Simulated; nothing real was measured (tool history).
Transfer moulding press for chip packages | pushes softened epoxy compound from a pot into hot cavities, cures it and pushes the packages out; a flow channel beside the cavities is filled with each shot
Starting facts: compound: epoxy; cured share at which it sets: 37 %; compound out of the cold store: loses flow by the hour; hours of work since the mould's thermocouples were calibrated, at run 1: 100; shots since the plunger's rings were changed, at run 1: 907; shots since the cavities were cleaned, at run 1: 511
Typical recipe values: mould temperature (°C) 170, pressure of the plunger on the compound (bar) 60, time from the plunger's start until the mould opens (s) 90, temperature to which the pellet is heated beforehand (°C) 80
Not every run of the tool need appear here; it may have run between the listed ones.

run,hour,mould temperature (°C),pressure of the plunger on the compound (bar),time from the plunger's start until the mould opens (s),temperature to which the pellet is heated beforehand (°C),hours of work since the mould's thermocouples were calibrated,shots since the plunger's rings were changed,shots since the cavities were cleaned,incoming compound's hours out of the cold store,length that the compound runs in the flow channel (mm),greatest force on the pins that push the packages out (N)
1,0,170,60,90,80,100,907,511,44.8,479,468
# hour 4.6: cavities cleaned with cleaning compound and waxed
2,44.3,170,60,90,80,119,1267,334,33.5,491,468
# hour 73.8: cavities cleaned with cleaning compound and waxed
3,87.3,170,60,90,80,138,1616,113,20.8,506,475
4,114.9,167,60,90,80,151,1848,345,15.7,516,564
# hour 138.4: cavities cleaned with cleaning compound and waxed
5,170.8,167,60,90,80,176,2306,273,16.1,525,574
# hour 203.4: cavities cleaned with cleaning compound and waxed
6,205.9,170,60,82,80,191,2589,22,8.7,524,596
7,258.2,170,60,82,80,215,3028,461,18,509,588
# hour 271.3: cavities cleaned with cleaning compound and waxed
8,289.1,170,60,90,80,229,3275,149,17.3,516,478
9,315.6,170,60,90,80,241,3499,373,33.6,493,498
# hour 336.1: cavities cleaned with cleaning compound and waxed
# hour 350.7: plunger's sealing rings changed
10,357.2,170,46.6,90,80,258,55,157,45,417,478
# hour 405.2: cavities cleaned with cleaning compound and waxed
11,418,170,46.6,90,80,285,553,107,45.2,422,453
12,446,170,46.6,90,80,298,789,343,17.1,451,481
# hour 472.1: cavities cleaned with cleaning compound and waxed
13,475.5,170,60,90,74,311,1024,29,39.6,486,476
14,533.5,170,60,90,82,338,1512,517,47.6,474,466
# hour 538.8: cavities cleaned with cleaning compound and waxed
15,569.7,170,60,90,82,353,1804,260,38.8,482,464
# hour 606.4: cavities cleaned with cleaning compound and waxed
16,618,166,48.8,89,77,375,2197,97,10.1,476,643
17,644.9,175,64.7,119,89,387,2424,324,35.6,497,367
# hour 674.1: cavities cleaned with cleaning compound and waxed
18,683.7,175,64.7,119,89,404,2737,80,33.9,499,352
19,727,170,60,80,86,424,3102,445,13.1,516,591
# hour 743.3: cavities cleaned with cleaning compound and waxed
20,763.9,170,60,90,87,440,3400,174,15,515,476
21,789.4,167,49.9,116,86,452,3614,388,13.6,473,389
# hour 807.6: plunger's sealing rings changed
# hour 812.2: cavities cleaned with cleaning compound and waxed
# hour 827.5: mould's thermocouples calibrated
22,845.5,171,67.5,90,80,8,289,263,18.9,541,464

Expected results for the next run?
# hour 882.5: cavities cleaned with cleaning compound and waxed
23,884.5,173,56.1,118,84,25,605,17,15.9,?,?

length that the compound runs in the flow channel (mm): 491
greatest force on the pins that push the packages out (N): 362
Minus the tool's unlogged condition, the same run would have read length that the compound runs in the flow channel (mm) 492, greatest force on the pins that push the packages out (N) 361.

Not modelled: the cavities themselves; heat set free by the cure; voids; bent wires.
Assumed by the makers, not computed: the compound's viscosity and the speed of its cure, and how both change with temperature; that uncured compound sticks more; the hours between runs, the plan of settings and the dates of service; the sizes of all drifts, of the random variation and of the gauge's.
